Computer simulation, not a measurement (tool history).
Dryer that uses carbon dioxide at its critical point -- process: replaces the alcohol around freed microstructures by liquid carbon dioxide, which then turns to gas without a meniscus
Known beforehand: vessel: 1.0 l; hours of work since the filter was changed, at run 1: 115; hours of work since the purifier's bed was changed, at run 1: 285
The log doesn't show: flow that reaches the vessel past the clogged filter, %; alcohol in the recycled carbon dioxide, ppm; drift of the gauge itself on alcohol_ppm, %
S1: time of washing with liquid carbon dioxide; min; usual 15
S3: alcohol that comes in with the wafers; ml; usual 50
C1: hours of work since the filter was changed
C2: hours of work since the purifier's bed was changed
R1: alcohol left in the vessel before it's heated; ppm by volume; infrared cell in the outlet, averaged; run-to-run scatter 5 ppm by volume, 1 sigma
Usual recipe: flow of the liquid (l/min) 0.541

run 1 hour=0 | S1=15 flow_of_the_liquid_(l/min)=0.541 S3=50 | C1=115 C2=285 | R1=85
run 2 hour=15.8 | S1=15 flow_of_the_liquid_(l/min)=0.541 S3=50 | C1=123 C2=292 | R1=69
run 3 hour=30.1 | S1=15 flow_of_the_liquid_(l/min)=0.541 S3=50 | C1=130 C2=299 | R1=78
run 4 hour=45.2 | S1=15 flow_of_the_liquid_(l/min)=0.541 S3=50 | C1=137 C2=307 | R1=84
run 5 hour=59.4 | S1=15 flow_of_the_liquid_(l/min)=0.541 S3=50 | C1=144 C2=314 | R1=90
run 6 hour=77.8 | S1=15 flow_of_the_liquid_(l/min)=0.541 S3=50 | C1=153 C2=323 | R1=84
run 7 hour=94.2 | S1=15 flow_of_the_liquid_(l/min)=0.541 S3=50 | C1=161 C2=331 | R1=87
run 8 hour=102 | S1=15 flow_of_the_liquid_(l/min)=0.541 S3=50 | C1=165 C2=334 | R1=96
run 9 hour=116.3 | S1=15 flow_of_the_liquid_(l/min)=0.541 S3=50 | C1=172 C2=341 | R1=98
run 10 hour=124.1 | S1=15 flow_of_the_liquid_(l/min)=0.541 S3=50 | C1=176 C2=345 | R1=94
run 11 hour=132.2 | S1=15 flow_of_the_liquid_(l/min)=0.541 S3=50 | C1=180 C2=349 | R1=93
run 12 hour=143.6 | S1=10 flow_of_the_liquid_(l/min)=0.839 S3=30 | C1=185 C2=355 | R1=60
run 13 hour=155.7 | S1=14 flow_of_the_liquid_(l/min)=0.329 S3=27 | C1=191 C2=361 | R1=760
run 14 hour=171 | S1=13 flow_of_the_liquid_(l/min)=0.816 S3=53 | C1=199 C2=368 | R1=32
run 15 hour=179.8 | S1=15 flow_of_the_liquid_(l/min)=0.394 S3=50 | C1=203 C2=372 | R1=527
run 16 hour=193.1 | S1=20 flow_of_the_liquid_(l/min)=0.442 S3=50 | C1=209 C2=379 | R1=75
run 17 hour=203.2 | S1=15 flow_of_the_liquid_(l/min)=0.613 S3=21 | C1=214 C2=384 | R1=52
run 18 hour=218.9 | S1=15 flow_of_the_liquid_(l/min)=0.613 S3=21 | C1=222 C2=391 | R1=45
-- hour=229.4 inlet filter changed
run 19 hour=232.7 | S1=11 flow_of_the_liquid_(l/min)=0.541 S3=50 | C1=2 C2=398 | R1=238
run 20 hour=249.4 | S1=17 flow_of_the_liquid_(l/min)=0.437 S3=50 | C1=10 C2=406 | R1=76
run 21 hour=258.8 | S1=17 flow_of_the_liquid_(l/min)=0.688 S3=59 | C1=14 C2=410 | R1=21

Here are 4 independent what-if runs from the current tool condition. What would each one return?
run A hour=270.5 | S1=17 flow_of_the_liquid_(l/min)=0.688 S3=74 | C1=20 C2=416 | R1=?
run B hour=270.5 | S1=24 flow_of_the_liquid_(l/min)=0.698 S3=25 | C1=20 C2=416 | R1=?
run C hour=270.5 | S1=16 flow_of_the_liquid_(l/min)=0.688 S3=59 | C1=20 C2=416 | R1=?
run D hour=270.5 | S1=23 flow_of_the_liquid_(l/min)=0.766 S3=67 | C1=20 C2=416 | R1=?

run=A R1=27
run=B R1=22
run=C R1=25
run=D R1=26
With no hidden state in the tool, these same runs would have given:
run=A R1=10
run=B R1=6
run=C R1=8
run=D R1=10
